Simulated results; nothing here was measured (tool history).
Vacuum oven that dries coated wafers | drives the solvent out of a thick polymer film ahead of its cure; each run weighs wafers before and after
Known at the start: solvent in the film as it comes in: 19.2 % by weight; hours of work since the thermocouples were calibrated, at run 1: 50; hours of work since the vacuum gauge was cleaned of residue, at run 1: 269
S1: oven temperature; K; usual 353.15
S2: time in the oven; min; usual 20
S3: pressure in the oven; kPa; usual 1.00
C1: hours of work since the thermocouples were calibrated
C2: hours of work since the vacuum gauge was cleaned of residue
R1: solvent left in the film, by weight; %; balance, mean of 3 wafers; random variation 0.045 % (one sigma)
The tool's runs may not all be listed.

{"run": 1, "hour": 0.0, "S1": 353.15, "S2": 20, "S3": 1.0, "C1": 50, "C2": 269, "R1": 1.16}
{"run": 2, "hour": 11.5, "S1": 353.15, "S2": 20, "S3": 1.0, "C1": 58, "C2": 277, "R1": 1.06}
{"run": 3, "hour": 20.7, "S1": 353.15, "S2": 20, "S3": 1.0, "C1": 64, "C2": 283, "R1": 1.08}
{"run": 4, "hour": 31.0, "S1": 353.15, "S2": 20, "S3": 1.0, "C1": 71, "C2": 290, "R1": 1.15}
{"run": 5, "hour": 44.9, "S1": 353.15, "S2": 15, "S3": 1.0, "C1": 80, "C2": 299, "R1": 1.89}
{"run": 6, "hour": 60.6, "S1": 353.15, "S2": 15, "S3": 1.0, "C1": 91, "C2": 310, "R1": 1.84}
{"run": 7, "hour": 69.7, "S1": 353.15, "S2": 15, "S3": 1.0, "C1": 97, "C2": 316, "R1": 1.89}
{"run": 8, "hour": 86.5, "S1": 353.15, "S2": 15, "S3": 1.0, "C1": 108, "C2": 327, "R1": 1.83}
{"run": 9, "hour": 103.0, "S1": 353.15, "S2": 25, "S3": 1.0, "C1": 119, "C2": 338, "R1": 0.88}
{"run": 10, "hour": 111.8, "S1": 353.15, "S2": 25, "S3": 1.0, "C1": 125, "C2": 344, "R1": 0.85}
{"run": 11, "hour": 120.9, "S1": 353.15, "S2": 16, "S3": 1.0, "C1": 131, "C2": 350, "R1": 1.68}
{"run": 12, "hour": 129.4, "S1": 353.15, "S2": 16, "S3": 1.0, "C1": 137, "C2": 356, "R1": 1.68}
{"run": 13, "hour": 140.9, "S1": 353.15, "S2": 16, "S3": 1.0, "C1": 145, "C2": 363, "R1": 1.65}
{"hour": 143.7, "done": "vacuum gauge cleaned of residue and calibrated"}
{"run": 14, "hour": 153.6, "S1": 353.15, "S2": 20, "S3": 0.57, "C1": 152, "C2": 7, "R1": 0.99}
{"run": 15, "hour": 167.8, "S1": 353.15, "S2": 20, "S3": 0.57, "C1": 162, "C2": 16, "R1": 0.97}
{"run": 16, "hour": 175.7, "S1": 353.15, "S2": 20, "S3": 0.57, "C1": 167, "C2": 21, "R1": 0.99}
{"run": 17, "hour": 188.4, "S1": 353.15, "S2": 20, "S3": 0.57, "C1": 175, "C2": 30, "R1": 1.08}
{"hour": 195.4, "done": "vacuum gauge cleaned of residue and calibrated, once more"}
{"run": 18, "hour": 200.2, "S1": 353.15, "S2": 20, "S3": 1.0, "C1": 182, "C2": 3, "R1": 1.11}
{"run": 19, "hour": 215.0, "S1": 353.15, "S2": 20, "S3": 1.0, "C1": 192, "C2": 13, "R1": 1.11}
{"run": 20, "hour": 222.3, "S1": 355.15, "S2": 20, "S3": 1.0, "C1": 197, "C2": 18, "R1": 0.8}
{"run": 21, "hour": 239.4, "S1": 355.15, "S2": 20, "S3": 1.0, "C1": 208, "C2": 29, "R1": 0.96}
{"run": 22, "hour": 256.9, "S1": 362.15, "S2": 20, "S3": 1.0, "C1": 220, "C2": 41, "R1": 0.44}
{"run": 23, "hour": 268.5, "S1": 362.15, "S2": 20, "S3": 1.0, "C1": 228, "C2": 49, "R1": 0.45}
{"run": 24, "hour": 281.1, "S1": 353.15, "S2": 32, "S3": 1.0, "C1": 236, "C2": 57, "R1": 0.67}
{"run": 25, "hour": 293.0, "S1": 353.15, "S2": 32, "S3": 1.0, "C1": 244, "C2": 65, "R1": 0.57}
{"run": 26, "hour": 308.7, "S1": 353.15, "S2": 17, "S3": 1.65, "C1": 255, "C2": 76, "R1": 1.78}
{"run": 27, "hour": 324.4, "S1": 356.15, "S2": 10, "S3": 0.72, "C1": 265, "C2": 86, "R1": 2.56}
{"run": 28, "hour": 341.8, "S1": 347.15, "S2": 15, "S3": 0.84, "C1": 277, "C2": 98, "R1": 3.32}
{"run": 29, "hour": 357.3, "S1": 347.15, "S2": 15, "S3": 0.84, "C1": 287, "C2": 108, "R1": 3.37}
{"run": 30, "hour": 374.7, "S1": 340.15, "S2": 20, "S3": 1.0, "C1": 299, "C2": 120, "R1": 4.49}
{"run": 31, "hour": 392.1, "S1": 340.15, "S2": 20, "S3": 1.0, "C1": 311, "C2": 132, "R1": 4.45}
{"run": 32, "hour": 408.6, "S1": 340.15, "S2": 20, "S3": 1.0, "C1": 322, "C2": 143, "R1": 4.43}
{"run": 33, "hour": 423.3, "S1": 340.15, "S2": 20, "S3": 1.0, "C1": 332, "C2": 152, "R1": 4.43}

The next listed run, before its measurement:
{"run": 34, "hour": 435.6, "S1": 353.15, "S2": 20, "S3": 0.65, "C1": 340, "C2": 161, "R1": "?"}

R1: 0.93 %
Without the tool's hidden state the same run would have given R1 0.85 %.
